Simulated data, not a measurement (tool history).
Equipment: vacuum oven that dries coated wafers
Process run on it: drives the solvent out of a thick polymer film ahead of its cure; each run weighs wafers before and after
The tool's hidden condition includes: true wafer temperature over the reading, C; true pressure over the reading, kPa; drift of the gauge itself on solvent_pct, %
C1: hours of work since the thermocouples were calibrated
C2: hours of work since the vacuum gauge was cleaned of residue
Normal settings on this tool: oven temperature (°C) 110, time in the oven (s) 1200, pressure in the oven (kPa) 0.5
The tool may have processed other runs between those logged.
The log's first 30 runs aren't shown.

{"run": 31, "hour": 309.9, "oven temperature (°C)": 99, "time in the oven (s)": 2040, "pressure in the oven (kPa)": 1.897, "C1": 538, "C2": 213, "solvent left in the film (%)": 4.21}
{"run": 32, "hour": 324.3, "oven temperature (°C)": 110, "time in the oven (s)": 1560, "pressure in the oven (kPa)": 1.967, "C1": 546, "C2": 221, "solvent left in the film (%)": 2.91}
{"run": 33, "hour": 332.6, "oven temperature (°C)": 110, "time in the oven (s)": 1560, "pressure in the oven (kPa)": 1.967, "C1": 551, "C2": 225, "solvent left in the film (%)": 2.89}
{"run": 34, "hour": 345.7, "oven temperature (°C)": 110, "time in the oven (s)": 1560, "pressure in the oven (kPa)": 1.967, "C1": 558, "C2": 233, "solvent left in the film (%)": 2.92}
{"run": 35, "hour": 357.0, "oven temperature (°C)": 115, "time in the oven (s)": 1020, "pressure in the oven (kPa)": 0.5, "C1": 565, "C2": 239, "solvent left in the film (%)": 2.9}
{"run": 36, "hour": 364.7, "oven temperature (°C)": 110, "time in the oven (s)": 780, "pressure in the oven (kPa)": 0.5, "C1": 569, "C2": 244, "solvent left in the film (%)": 5.75}
{"run": 37, "hour": 375.8, "oven temperature (°C)": 110, "time in the oven (s)": 780, "pressure in the oven (kPa)": 0.5, "C1": 575, "C2": 250, "solvent left in the film (%)": 5.75}
{"run": 38, "hour": 391.6, "oven temperature (°C)": 101, "time in the oven (s)": 780, "pressure in the oven (kPa)": 0.455, "C1": 584, "C2": 259, "solvent left in the film (%)": 8.33}
{"run": 39, "hour": 404.3, "oven temperature (°C)": 102, "time in the oven (s)": 1020, "pressure in the oven (kPa)": 0.909, "C1": 591, "C2": 266, "solvent left in the film (%)": 6.5}
{"run": 40, "hour": 416.8, "oven temperature (°C)": 115, "time in the oven (s)": 960, "pressure in the oven (kPa)": 1.424, "C1": 598, "C2": 273, "solvent left in the film (%)": 3.68}
{"run": 41, "hour": 425.2, "oven temperature (°C)": 107, "time in the oven (s)": 1200, "pressure in the oven (kPa)": 0.5, "C1": 603, "C2": 278, "solvent left in the film (%)": 3.8}

What if the next run were any one of these 5? Each begins from the tool's condition after run 41:
{"run": "A", "hour": 437.9, "oven temperature (°C)": 107, "time in the oven (s)": 840, "pressure in the oven (kPa)": 0.25, "C1": 610, "C2": 285, "solvent left in the film (%)": "?"}
{"run": "B", "hour": 437.9, "oven temperature (°C)": 107, "time in the oven (s)": 1200, "pressure in the oven (kPa)": 0.673, "C1": 610, "C2": 285, "solvent left in the film (%)": "?"}
{"run": "C", "hour": 437.9, "oven temperature (°C)": 110, "time in the oven (s)": 720, "pressure in the oven (kPa)": 0.5, "C1": 610, "C2": 285, "solvent left in the film (%)": "?"}
{"run": "D", "hour": 437.9, "oven temperature (°C)": 98, "time in the oven (s)": 840, "pressure in the oven (kPa)": 0.5, "C1": 610, "C2": 285, "solvent left in the film (%)": "?"}
{"run": "E", "hour": 437.9, "oven temperature (°C)": 114, "time in the oven (s)": 1200, "pressure in the oven (kPa)": 0.473, "C1": 610, "C2": 285, "solvent left in the film (%)": "?"}

run=A solvent_left_in_the_film_(%)=5.94
run=B solvent_left_in_the_film_(%)=3.92
run=C solvent_left_in_the_film_(%)=6.29
run=D solvent_left_in_the_film_(%)=8.75
run=E solvent_left_in_the_film_(%)=2.28
What these runs would have given with no unlogged condition in the tool:
run=A solvent_left_in_the_film_(%)=5.8
run=B solvent_left_in_the_film_(%)=3.79
run=C solvent_left_in_the_film_(%)=6.15
run=D solvent_left_in_the_film_(%)=8.6
run=E solvent_left_in_the_film_(%)=2.19
